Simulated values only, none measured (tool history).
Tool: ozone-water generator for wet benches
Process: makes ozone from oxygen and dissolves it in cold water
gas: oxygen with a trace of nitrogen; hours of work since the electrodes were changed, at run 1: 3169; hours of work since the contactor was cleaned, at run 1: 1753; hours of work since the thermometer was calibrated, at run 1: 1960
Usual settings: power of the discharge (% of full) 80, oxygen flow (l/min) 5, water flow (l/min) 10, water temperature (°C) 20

| run | hour | power of the discharge (% of full) | oxygen flow (l/min) | water flow (l/min) | water temperature (°C) | hours of work since the electrodes were changed | hours of work since the contactor was cleaned | hours of work since the thermometer was calibrated | dissolved ozone (ppm) | ozone in the gas ahead of the water (g/m3) |
|---|---|---|---|---|---|---|---|---|---|---|
| 1 | 0 | 80 | 5 | 10 | 20 | 3169 | 1753 | 1960 | 38.1 | 271.9 |
| 2 | 73.3 | 80 | 5 | 10 | 20 | 3239 | 1823 | 2031 | 38 | 270.8 |
| 3 | 152.6 | 80 | 5 | 10 | 20 | 3315 | 1899 | 2107 | 37.9 | 270.6 |
| 4 | 246.7 | 80 | 5 | 10 | 14 | 3406 | 1990 | 2197 | 41.6 | 267.8 |
| 5 | 333.6 | 80 | 5 | 10 | 20 | 3489 | 2073 | 2281 | 37.1 | 266.2 |
| 6 | 381 | 80 | 5 | 10 | 20 | 3535 | 2118 | 2326 | 37.3 | 268.2 |
| 7 | 461.3 | 80 | 5 | 10 | 20 | 3612 | 2196 | 2403 | 36.7 | 265.8 |
| 8 | 547.8 | 80 | 5 | 10 | 20 | 3695 | 2279 | 2486 | 37.2 | 266.2 |
| 9 | 633.4 | 80 | 5 | 10 | 20 | 3777 | 2361 | 2568 | 36.7 | 266.9 |
| 10 | 695.4 | 80 | 5 | 10 | 20 | 3836 | 2420 | 2628 | 36.8 | 263.3 |
| 11 | 795 | 80 | 5 | 10 | 23 | 3932 | 2516 | 2723 | 34.4 | 265 |
| 12 | 837.8 | 80 | 5 | 10 | 20 | 3973 | 2557 | 2764 | 36.6 | 263.6 |
| 13 | 911.5 | 80 | 5 | 10 | 20 | 4044 | 2628 | 2835 | 36.4 | 261.6 |
| 14 | 957 | 80 | 5 | 10 | 20 | 4087 | 2671 | 2879 | 36.2 | 263.1 |
| 15 | 1042.6 | 80 | 3.09 | 10 | 20 | 4169 | 2753 | 2961 | 35.2 | 315.3 |
| 16 | 1096.3 | 80 | 3.09 | 10 | 20 | 4221 | 2805 | 3013 | 35.6 | 316.2 |
| 17 | 1191.4 | 80 | 3.09 | 10 | 20 | 4312 | 2896 | 3104 | 35.4 | 313.3 |
| 18 | 1264.1 | 45 | 3.09 | 10 | 20 | 4382 | 2966 | 3174 | 22.3 | 201.8 |
| 19 | 1306 | 41 | 4.58 | 9 | 14 | 4422 | 3006 | 3214 | 25.9 | 161.9 |
| 20 | 1367.3 | 41 | 4.58 | 9 | 14 | 4481 | 3065 | 3273 | 26 | 158.7 |
| 21 | 1463.5 | 55 | 5 | 9 | 21 | 4574 | 3157 | 3365 | 27.8 | 194.3 |
| 22 | 1514.1 | 48 | 5 | 10 | 23 | 4622 | 3206 | 3414 | 22.4 | 175.6 |
| 23 | 1586.1 | 73 | 6.52 | 10 | 23 | 4691 | 3275 | 3483 | 30.4 | 215.5 |
| 24 | 1658.9 | 73 | 7.14 | 9 | 23 | 4761 | 3345 | 3552 | 31.9 | 209.5 |
| 25 | 1752 | 73 | 7.14 | 9 | 23 | 4850 | 3434 | 3642 | 32.1 | 208 |
| 26 | 1822.2 | 73 | 7.14 | 9 | 23 | 4918 | 3502 | 3709 | 32.1 | 207.6 |
| 27 | 1912.7 | 80 | 2.53 | 13 | 28 | 5005 | 3588 | 3796 | 22.7 | 330.2 |
| 28 | 1979.6 | 46 | 2.93 | 9 | 20 | 5069 | 3653 | 3860 | 24.2 | 206.9 |
| 29 | 2025.6 | 76 | 3.64 | 11 | 15 | 5113 | 3697 | 3904 | 32.6 | 275.5 |
|  | 2069.9 | contactor cleaned |
| 30 | 2078.3 | 76 | 3.64 | 11 | 15 | 5160 | 8 | 3951 | 34.2 | 276 |
| 31 | 2145 | 80 | 5 | 14 | 20 | 5224 | 72 | 4015 | 27.7 | 252 |
| 32 | 2227 | 41 | 2.51 | 8 | 12 | 5302 | 151 | 4094 | 28.1 | 199.9 |
| 33 | 2268.1 | 80 | 5 | 11 | 15 | 5342 | 190 | 4133 | 37.1 | 250 |

Forecast run 34:
| 34 | 2315.7 | 80 | 2.69 | 13 | 20 | 5388 | 236 | 4179 | ? | ? |

Run 34 gave dissolved ozone (ppm) 26.8, ozone in the gas ahead of the water (g/m3) 317.
Without the tool's hidden state the same run would have given dissolved ozone (ppm) 32.1, ozone in the gas ahead of the water (g/m3) 377.1.

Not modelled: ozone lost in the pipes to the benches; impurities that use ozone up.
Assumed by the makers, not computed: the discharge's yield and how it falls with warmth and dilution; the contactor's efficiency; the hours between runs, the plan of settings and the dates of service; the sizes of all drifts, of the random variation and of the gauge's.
